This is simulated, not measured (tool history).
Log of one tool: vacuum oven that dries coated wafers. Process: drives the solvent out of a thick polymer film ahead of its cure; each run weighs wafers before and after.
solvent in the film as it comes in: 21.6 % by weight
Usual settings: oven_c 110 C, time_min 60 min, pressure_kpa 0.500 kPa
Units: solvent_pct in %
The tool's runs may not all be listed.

run,day,oven_c,time_min,pressure_kpa,solvent_pct
1,0.000,110,60,0.500,1.43
2,0.546,110,60,0.500,1.27
3,0.833,112,60,0.500,1.14
4,1.104,110,60,0.500,1.38
5,1.554,110,100,0.500,0.88
6,2.112,110,100,0.500,0.87
7,2.525,110,100,0.500,0.93
8,2.967,110,100,0.500,1.01
9,3.504,110,100,0.500,0.93
10,3.829,110,100,0.500,0.99
11,4.071,110,100,0.500,0.89
12,4.417,110,60,0.500,1.47
13,4.812,110,60,0.500,1.38
14,5.158,110,60,0.500,1.43
15,5.421,110,60,0.500,1.35
16,5.975,110,60,0.500,1.42
17,6.292,110,60,1.560,3.24
18,6.654,110,60,0.313,1.02
19,7.000,114,60,0.500,0.96
20,7.475,114,60,0.500,1.02
21,7.996,114,60,0.500,0.99
22,8.346,114,60,1.437,2.35
23,8.646,114,60,1.437,2.43
24,8.888,121,50,0.500,0.64
25,9.200,110,46,0.500,1.97
26,9.488,119,60,0.806,1.13
27,9.958,119,39,0.291,0.66
28,10.458,97,65,1.013,6.09
29,11.004,97,65,1.013,6.13
30,11.558,119,60,0.638,0.82

The next listed run, before its measurement:
31,11.933,119,60,0.638,?

Run 31 gave solvent_pct 0.92 %.
Without the tool's hidden state the same run would have given solvent_pct 0.91 %.

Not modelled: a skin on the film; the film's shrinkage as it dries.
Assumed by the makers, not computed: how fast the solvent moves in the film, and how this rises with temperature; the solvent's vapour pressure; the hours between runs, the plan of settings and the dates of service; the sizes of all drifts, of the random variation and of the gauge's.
